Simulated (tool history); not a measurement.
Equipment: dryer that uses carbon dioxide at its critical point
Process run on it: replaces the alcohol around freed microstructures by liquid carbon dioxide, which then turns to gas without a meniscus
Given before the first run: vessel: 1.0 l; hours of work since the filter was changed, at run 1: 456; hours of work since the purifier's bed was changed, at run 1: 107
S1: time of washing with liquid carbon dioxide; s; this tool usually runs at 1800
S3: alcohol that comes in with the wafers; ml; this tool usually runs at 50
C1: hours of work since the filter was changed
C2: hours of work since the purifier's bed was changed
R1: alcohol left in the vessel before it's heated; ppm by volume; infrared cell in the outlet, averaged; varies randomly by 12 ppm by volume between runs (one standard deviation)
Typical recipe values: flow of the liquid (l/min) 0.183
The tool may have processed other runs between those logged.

{"run": 1, "hour": 0.0, "S1": 1800, "flow of the liquid (l/min)": 0.183, "S3": 50, "C1": 456, "C2": 107, "R1": 1046}
{"run": 2, "hour": 8.3, "S1": 1800, "flow of the liquid (l/min)": 0.183, "S3": 50, "C1": 458, "C2": 110, "R1": 1075}
{"run": 3, "hour": 23.5, "S1": 1800, "flow of the liquid (l/min)": 0.183, "S3": 50, "C1": 463, "C2": 115, "R1": 1075}
{"run": 4, "hour": 36.8, "S1": 1800, "flow of the liquid (l/min)": 0.183, "S3": 50, "C1": 468, "C2": 119, "R1": 1080}
{"run": 5, "hour": 46.0, "S1": 1800, "flow of the liquid (l/min)": 0.183, "S3": 50, "C1": 471, "C2": 122, "R1": 1101}
{"run": 6, "hour": 54.5, "S1": 1680, "flow of the liquid (l/min)": 0.158, "S3": 81, "C1": 474, "C2": 125, "R1": 3686}
{"run": 7, "hour": 62.7, "S1": 1200, "flow of the liquid (l/min)": 0.28, "S3": 50, "C1": 476, "C2": 128, "R1": 1059}
{"run": 8, "hour": 76.6, "S1": 1200, "flow of the liquid (l/min)": 0.28, "S3": 50, "C1": 481, "C2": 132, "R1": 1039}
{"run": 9, "hour": 87.3, "S1": 1800, "flow of the liquid (l/min)": 0.121, "S3": 50, "C1": 484, "C2": 136, "R1": 3976}
{"run": 10, "hour": 95.8, "S1": 1620, "flow of the liquid (l/min)": 0.14, "S3": 50, "C1": 487, "C2": 139, "R1": 3602}

Here are 4 independent what-if runs from the current tool condition. What would each one return?
{"run": "A", "hour": 105.2, "S1": 1800, "flow of the liquid (l/min)": 0.182, "S3": 50, "C1": 490, "C2": 142, "R1": "?"}
{"run": "B", "hour": 105.2, "S1": 2460, "flow of the liquid (l/min)": 0.128, "S3": 39, "C1": 490, "C2": 142, "R1": "?"}
{"run": "C", "hour": 105.2, "S1": 1800, "flow of the liquid (l/min)": 0.271, "S3": 113, "C1": 490, "C2": 142, "R1": "?"}
{"run": "D", "hour": 105.2, "S1": 1740, "flow of the liquid (l/min)": 0.177, "S3": 61, "C1": 490, "C2": 142, "R1": "?"}

run=A R1=1122
run=B R1=995
run=C R1=438
run=D R1=1711
Without the tool's hidden state the same runs would have given:
run=A R1=722
run=B R1=649
run=C R1=225
run=D R1=1134
